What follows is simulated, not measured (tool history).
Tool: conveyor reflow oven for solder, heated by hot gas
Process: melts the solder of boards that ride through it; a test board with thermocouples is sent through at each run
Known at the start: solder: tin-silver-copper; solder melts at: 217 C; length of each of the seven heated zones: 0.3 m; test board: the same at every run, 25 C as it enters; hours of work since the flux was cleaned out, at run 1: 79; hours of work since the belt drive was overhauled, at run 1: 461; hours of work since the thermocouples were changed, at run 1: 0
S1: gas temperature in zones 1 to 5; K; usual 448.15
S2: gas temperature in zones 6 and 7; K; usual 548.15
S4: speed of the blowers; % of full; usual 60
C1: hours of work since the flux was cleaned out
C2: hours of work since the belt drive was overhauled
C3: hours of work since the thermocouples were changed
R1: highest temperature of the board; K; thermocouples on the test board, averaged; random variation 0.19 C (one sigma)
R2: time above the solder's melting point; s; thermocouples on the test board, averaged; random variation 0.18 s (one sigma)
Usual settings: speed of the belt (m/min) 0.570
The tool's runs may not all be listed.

{"run": 1, "hour": 0.0, "S1": 448.15, "S2": 548.15, "speed of the belt (m/min)": 0.57, "S4": 60, "C1": 79, "C2": 461, "C3": 0, "R1": 525.75, "R2": 47.0}
{"run": 2, "hour": 47.4, "S1": 448.15, "S2": 548.15, "speed of the belt (m/min)": 0.57, "S4": 60, "C1": 114, "C2": 496, "C3": 35, "R1": 525.55, "R2": 46.9}
{"run": 3, "hour": 150.7, "S1": 448.15, "S2": 548.15, "speed of the belt (m/min)": 0.57, "S4": 60, "C1": 191, "C2": 573, "C3": 112, "R1": 524.75, "R2": 46.5}
{"run": 4, "hour": 221.5, "S1": 448.15, "S2": 548.15, "speed of the belt (m/min)": 0.57, "S4": 87, "C1": 243, "C2": 626, "C3": 164, "R1": 532.95, "R2": 52.1}
{"run": 5, "hour": 264.3, "S1": 448.15, "S2": 548.15, "speed of the belt (m/min)": 0.57, "S4": 87, "C1": 275, "C2": 657, "C3": 196, "R1": 532.75, "R2": 52.0}
{"hour": 325.7, "done": "flux residue cleaned out of gas plates and filters"}
{"run": 6, "hour": 361.8, "S1": 448.15, "S2": 548.15, "speed of the belt (m/min)": 0.57, "S4": 87, "C1": 27, "C2": 726, "C3": 265, "R1": 535.75, "R2": 54.1}
{"run": 7, "hour": 451.2, "S1": 448.15, "S2": 548.15, "speed of the belt (m/min)": 0.616, "S4": 60, "C1": 93, "C2": 792, "C3": 331, "R1": 523.85, "R2": 42.4}
{"run": 8, "hour": 526.2, "S1": 448.15, "S2": 547.15, "speed of the belt (m/min)": 0.57, "S4": 60, "C1": 149, "C2": 848, "C3": 387, "R1": 525.95, "R2": 47.3}
{"run": 9, "hour": 570.6, "S1": 448.15, "S2": 547.15, "speed of the belt (m/min)": 0.57, "S4": 60, "C1": 182, "C2": 881, "C3": 420, "R1": 525.45, "R2": 47.3}
{"run": 10, "hour": 616.2, "S1": 448.15, "S2": 537.15, "speed of the belt (m/min)": 0.57, "S4": 60, "C1": 216, "C2": 915, "C3": 453, "R1": 517.15, "R2": 41.1}
{"run": 11, "hour": 687.1, "S1": 448.15, "S2": 537.15, "speed of the belt (m/min)": 0.57, "S4": 60, "C1": 268, "C2": 967, "C3": 506, "R1": 517.25, "R2": 41.1}
{"hour": 763.3, "done": "flux residue cleaned out of gas plates and filters"}
{"run": 12, "hour": 794.6, "S1": 448.15, "S2": 537.15, "speed of the belt (m/min)": 0.57, "S4": 60, "C1": 23, "C2": 1043, "C3": 582, "R1": 519.45, "R2": 43.6}
{"run": 13, "hour": 848.8, "S1": 448.15, "S2": 548.15, "speed of the belt (m/min)": 0.57, "S4": 60, "C1": 63, "C2": 1084, "C3": 622, "R1": 528.15, "R2": 49.4}
{"run": 14, "hour": 931.0, "S1": 448.15, "S2": 548.15, "speed of the belt (m/min)": 0.541, "S4": 60, "C1": 124, "C2": 1145, "C3": 683, "R1": 530.25, "R2": 53.5}
{"hour": 998.5, "done": "belt drive overhauled, speed set with a stopwatch"}
{"run": 15, "hour": 1030.0, "S1": 448.15, "S2": 548.15, "speed of the belt (m/min)": 0.541, "S4": 60, "C1": 195, "C2": 23, "C3": 754, "R1": 528.35, "R2": 50.9}
{"run": 16, "hour": 1086.1, "S1": 445.15, "S2": 550.15, "speed of the belt (m/min)": 0.57, "S4": 60, "C1": 237, "C2": 65, "C3": 796, "R1": 526.75, "R2": 46.0}
{"run": 17, "hour": 1160.6, "S1": 461.15, "S2": 548.15, "speed of the belt (m/min)": 0.57, "S4": 72, "C1": 292, "C2": 120, "C3": 851, "R1": 532.35, "R2": 55.1}
{"hour": 1203.1, "done": "flux residue cleaned out of gas plates and filters"}
{"run": 18, "hour": 1249.1, "S1": 455.15, "S2": 549.15, "speed of the belt (m/min)": 0.536, "S4": 72, "C1": 34, "C2": 182, "C3": 913, "R1": 536.95, "R2": 58.9}
{"run": 19, "hour": 1309.2, "S1": 436.15, "S2": 548.15, "speed of the belt (m/min)": 0.57, "S4": 80, "C1": 79, "C2": 227, "C3": 957, "R1": 532.95, "R2": 48.6}
{"run": 20, "hour": 1358.1, "S1": 448.15, "S2": 545.15, "speed of the belt (m/min)": 0.487, "S4": 60, "C1": 115, "C2": 263, "C3": 994, "R1": 531.05, "R2": 59.3}
{"run": 21, "hour": 1445.4, "S1": 440.15, "S2": 562.15, "speed of the belt (m/min)": 0.487, "S4": 51, "C1": 180, "C2": 328, "C3": 1058, "R1": 539.85, "R2": 61.1}
{"run": 22, "hour": 1537.1, "S1": 440.15, "S2": 562.15, "speed of the belt (m/min)": 0.487, "S4": 51, "C1": 248, "C2": 396, "C3": 1126, "R1": 539.35, "R2": 61.4}
{"run": 23, "hour": 1585.8, "S1": 440.15, "S2": 549.15, "speed of the belt (m/min)": 0.487, "S4": 81, "C1": 284, "C2": 432, "C3": 1163, "R1": 538.65, "R2": 62.0}
{"hour": 1637.5, "done": "flux residue cleaned out of gas plates and filters"}
{"run": 24, "hour": 1686.6, "S1": 446.15, "S2": 557.15, "speed of the belt (m/min)": 0.512, "S4": 62, "C1": 36, "C2": 503, "C3": 1234, "R1": 541.45, "R2": 61.4}
{"run": 25, "hour": 1731.1, "S1": 448.15, "S2": 548.15, "speed of the belt (m/min)": 0.57, "S4": 73, "C1": 69, "C2": 536, "C3": 1267, "R1": 534.45, "R2": 52.2}
{"run": 26, "hour": 1801.1, "S1": 443.15, "S2": 549.15, "speed of the belt (m/min)": 0.524, "S4": 68, "C1": 121, "C2": 588, "C3": 1319, "R1": 534.95, "R2": 56.0}
{"hour": 1821.0, "done": "thermocouples of zones 6 and 7 changed"}
{"run": 27, "hour": 1886.6, "S1": 457.15, "S2": 549.15, "speed of the belt (m/min)": 0.524, "S4": 68, "C1": 183, "C2": 650, "C3": 49, "R1": 533.05, "R2": 59.8}
{"run": 28, "hour": 1942.1, "S1": 457.15, "S2": 549.15, "speed of the belt (m/min)": 0.524, "S4": 68, "C1": 225, "C2": 691, "C3": 90, "R1": 533.15, "R2": 59.9}
{"run": 29, "hour": 2006.9, "S1": 457.15, "S2": 549.15, "speed of the belt (m/min)": 0.524, "S4": 68, "C1": 273, "C2": 739, "C3": 138, "R1": 532.75, "R2": 59.9}
{"hour": 2071.2, "done": "flux residue cleaned out of gas plates and filters"}
{"run": 30, "hour": 2101.1, "S1": 457.15, "S2": 549.15, "speed of the belt (m/min)": 0.524, "S4": 68, "C1": 22, "C2": 806, "C3": 204, "R1": 535.15, "R2": 61.1}

Hidden state or all else? Some run-to-run changes of R1, split into what the settings, what came in and random variation would give without the hidden state, and what is left for the hidden state (with any gauge scatter that isn't in both results):
The hidden state here: heat that the gas passes to the board, % of a clean oven's; belt's true speed, % of the reading; true gas temperature in zones 6 and 7 over the reading, C; drift of the gauge itself on peak_c, C; drift of the gauge itself on liquid_s, %.
Run 5 -> 6: flux residue cleaned out of gas plates and filters. R1 +3.00 K: hidden state +3.20, all else -0.20.
Run 6 -> 7: speed of the belt (m/min) 0.570 -> 0.616, S4 87 -> 60. R1 -11.90 K: hidden state -0.30, all else -11.60.
Run 12 -> 13: S2 537.15 -> 548.15. R1 +8.70 K: hidden state -0.30, all else +9.00.
Run 17 -> 18: S1 461.15 -> 455.15, S2 548.15 -> 549.15, speed of the belt (m/min) 0.570 -> 0.536, flux residue cleaned out of gas plates and filters. R1 +4.60 K: hidden state +2.90, all else +1.70.
Run 20 -> 21: S1 448.15 -> 440.15, S2 545.15 -> 562.15, S4 60 -> 51. R1 +8.80 K: hidden state -0.50, all else +9.30.
Run 26 -> 27: S1 443.15 -> 457.15, thermocouples of zones 6 and 7 changed. R1 -1.90 K: hidden state -3.90, all else +2.00.
